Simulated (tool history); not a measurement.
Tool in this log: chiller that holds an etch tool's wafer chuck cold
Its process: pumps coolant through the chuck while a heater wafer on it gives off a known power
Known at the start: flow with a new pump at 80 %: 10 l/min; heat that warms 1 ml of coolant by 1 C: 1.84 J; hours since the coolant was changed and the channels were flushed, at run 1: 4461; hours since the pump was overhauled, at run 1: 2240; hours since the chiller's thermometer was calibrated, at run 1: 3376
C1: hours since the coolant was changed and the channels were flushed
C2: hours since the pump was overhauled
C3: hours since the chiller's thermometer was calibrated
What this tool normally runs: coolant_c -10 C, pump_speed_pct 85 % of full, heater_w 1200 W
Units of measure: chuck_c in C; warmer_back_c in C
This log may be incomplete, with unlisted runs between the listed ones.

{"run": 1, "hour": 0.0, "coolant_c": -10, "pump_speed_pct": 85, "heater_w": 1200, "C1": 4461, "C2": 2240, "C3": 3376, "chuck_c": -1.4, "warmer_back_c": 3.87}
{"run": 2, "hour": 68.8, "coolant_c": -10, "pump_speed_pct": 85, "heater_w": 1200, "C1": 4530, "C2": 2309, "C3": 3444, "chuck_c": -1.3, "warmer_back_c": 3.82}
{"hour": 120.2, "done": "coolant changed, channels flushed"}
{"run": 3, "hour": 142.6, "coolant_c": -10, "pump_speed_pct": 85, "heater_w": 1200, "C1": 22, "C2": 2377, "C3": 3512, "chuck_c": -2.2, "warmer_back_c": 3.88}
{"run": 4, "hour": 216.4, "coolant_c": -10, "pump_speed_pct": 85, "heater_w": 1200, "C1": 96, "C2": 2451, "C3": 3586, "chuck_c": -2.2, "warmer_back_c": 3.82}
{"run": 5, "hour": 299.0, "coolant_c": -10, "pump_speed_pct": 93, "heater_w": 1200, "C1": 179, "C2": 2534, "C3": 3669, "chuck_c": -2.7, "warmer_back_c": 3.44}
{"run": 6, "hour": 347.1, "coolant_c": -10, "pump_speed_pct": 93, "heater_w": 1346, "C1": 227, "C2": 2582, "C3": 3717, "chuck_c": -1.6, "warmer_back_c": 3.87}
{"run": 7, "hour": 420.0, "coolant_c": -10, "pump_speed_pct": 93, "heater_w": 1346, "C1": 300, "C2": 2654, "C3": 3790, "chuck_c": -1.7, "warmer_back_c": 3.94}
{"run": 8, "hour": 499.4, "coolant_c": -10, "pump_speed_pct": 85, "heater_w": 1200, "C1": 379, "C2": 2734, "C3": 3869, "chuck_c": -2.2, "warmer_back_c": 3.88}
{"run": 9, "hour": 536.9, "coolant_c": -10, "pump_speed_pct": 85, "heater_w": 1200, "C1": 417, "C2": 2771, "C3": 3906, "chuck_c": -2.3, "warmer_back_c": 3.85}
{"run": 10, "hour": 578.1, "coolant_c": -10, "pump_speed_pct": 91, "heater_w": 1200, "C1": 458, "C2": 2813, "C3": 3948, "chuck_c": -2.5, "warmer_back_c": 3.58}
{"run": 11, "hour": 663.4, "coolant_c": -10, "pump_speed_pct": 91, "heater_w": 1200, "C1": 543, "C2": 2898, "C3": 4033, "chuck_c": -2.5, "warmer_back_c": 3.6}
{"run": 12, "hour": 723.3, "coolant_c": -10, "pump_speed_pct": 64, "heater_w": 1200, "C1": 603, "C2": 2958, "C3": 4093, "chuck_c": -0.2, "warmer_back_c": 5.28}
{"run": 13, "hour": 769.3, "coolant_c": -10, "pump_speed_pct": 85, "heater_w": 1200, "C1": 649, "C2": 3004, "C3": 4139, "chuck_c": -2.1, "warmer_back_c": 3.82}
{"run": 14, "hour": 822.9, "coolant_c": -10, "pump_speed_pct": 85, "heater_w": 1200, "C1": 703, "C2": 3057, "C3": 4192, "chuck_c": -2, "warmer_back_c": 3.87}
{"run": 15, "hour": 880.7, "coolant_c": -10, "pump_speed_pct": 85, "heater_w": 695, "C1": 760, "C2": 3115, "C3": 4250, "chuck_c": -5.5, "warmer_back_c": 2.21}
{"run": 16, "hour": 920.2, "coolant_c": -10, "pump_speed_pct": 85, "heater_w": 695, "C1": 800, "C2": 3155, "C3": 4290, "chuck_c": -5.5, "warmer_back_c": 2.26}
{"run": 17, "hour": 969.2, "coolant_c": -10, "pump_speed_pct": 85, "heater_w": 634, "C1": 849, "C2": 3204, "C3": 4339, "chuck_c": -6, "warmer_back_c": 2.04}
{"run": 18, "hour": 1056.0, "coolant_c": -10, "pump_speed_pct": 85, "heater_w": 634, "C1": 936, "C2": 3290, "C3": 4426, "chuck_c": -5.9, "warmer_back_c": 1.99}
{"run": 19, "hour": 1139.5, "coolant_c": -10, "pump_speed_pct": 85, "heater_w": 634, "C1": 1019, "C2": 3374, "C3": 4509, "chuck_c": -6.1, "warmer_back_c": 2}
{"run": 20, "hour": 1216.5, "coolant_c": -6, "pump_speed_pct": 76, "heater_w": 1492, "C1": 1096, "C2": 3451, "C3": 4586, "chuck_c": 4.7, "warmer_back_c": 5.46}
{"run": 21, "hour": 1255.9, "coolant_c": -6, "pump_speed_pct": 76, "heater_w": 1492, "C1": 1136, "C2": 3490, "C3": 4625, "chuck_c": 5, "warmer_back_c": 5.46}
{"run": 22, "hour": 1342.8, "coolant_c": -6, "pump_speed_pct": 76, "heater_w": 1492, "C1": 1223, "C2": 3577, "C3": 4712, "chuck_c": 4.9, "warmer_back_c": 5.54}
{"run": 23, "hour": 1419.7, "coolant_c": -17, "pump_speed_pct": 66, "heater_w": 973, "C1": 1300, "C2": 3654, "C3": 4789, "chuck_c": -9.3, "warmer_back_c": 4.19}
{"run": 24, "hour": 1497.9, "coolant_c": -15, "pump_speed_pct": 85, "heater_w": 1537, "C1": 1378, "C2": 3732, "C3": 4867, "chuck_c": -4.7, "warmer_back_c": 4.98}
{"run": 25, "hour": 1589.7, "coolant_c": -16, "pump_speed_pct": 84, "heater_w": 914, "C1": 1470, "C2": 3824, "C3": 4959, "chuck_c": -9.9, "warmer_back_c": 3.04}
{"run": 26, "hour": 1630.0, "coolant_c": -16, "pump_speed_pct": 84, "heater_w": 914, "C1": 1510, "C2": 3865, "C3": 5000, "chuck_c": -9.9, "warmer_back_c": 3.03}
{"run": 27, "hour": 1675.5, "coolant_c": -13, "pump_speed_pct": 64, "heater_w": 1326, "C1": 1555, "C2": 3910, "C3": 5045, "chuck_c": -2.1, "warmer_back_c": 5.91}
{"run": 28, "hour": 1752.8, "coolant_c": -5, "pump_speed_pct": 79, "heater_w": 1741, "C1": 1633, "C2": 3987, "C3": 5122, "chuck_c": 7.4, "warmer_back_c": 6.2}

The logged runs with the hidden state left out (each run's random variation unchanged):
The tool's hidden condition here consists of: heat passed by the chuck's channels, % of clean ones'; flow at a given pump speed, % of a new pump's; coolant's true temperature over the reading, C; drift of the gauge itself on chuck_c, C; drift of the gauge itself on warmer_back_c, C.
run=1 chuck_c=-2.2 warmer_back_c=3.72
run=2 chuck_c=-2.1 warmer_back_c=3.67
run=3 chuck_c=-2.1 warmer_back_c=3.72
run=4 chuck_c=-2.1 warmer_back_c=3.66
run=5 chuck_c=-2.6 warmer_back_c=3.29
run=6 chuck_c=-1.6 warmer_back_c=3.7
run=7 chuck_c=-1.6 warmer_back_c=3.77
run=8 chuck_c=-2.2 warmer_back_c=3.7
run=9 chuck_c=-2.2 warmer_back_c=3.66
run=10 chuck_c=-2.5 warmer_back_c=3.41
run=11 chuck_c=-2.5 warmer_back_c=3.42
run=12 chuck_c=-0.3 warmer_back_c=5.01
run=13 chuck_c=-2.1 warmer_back_c=3.62
run=14 chuck_c=-2 warmer_back_c=3.67
run=15 chuck_c=-5.4 warmer_back_c=2.09
run=16 chuck_c=-5.3 warmer_back_c=2.14
run=17 chuck_c=-5.8 warmer_back_c=1.93
run=18 chuck_c=-5.7 warmer_back_c=1.87
run=19 chuck_c=-5.9 warmer_back_c=1.88
run=20 chuck_c=4.4 warmer_back_c=5.14
run=21 chuck_c=4.7 warmer_back_c=5.14
run=22 chuck_c=4.6 warmer_back_c=5.21
run=23 chuck_c=-9.4 warmer_back_c=3.94
run=24 chuck_c=-5 warmer_back_c=4.66
run=25 chuck_c=-9.9 warmer_back_c=2.85
run=26 chuck_c=-9.9 warmer_back_c=2.83
run=27 chuck_c=-2.4 warmer_back_c=5.52
run=28 chuck_c=6.9 warmer_back_c=5.79
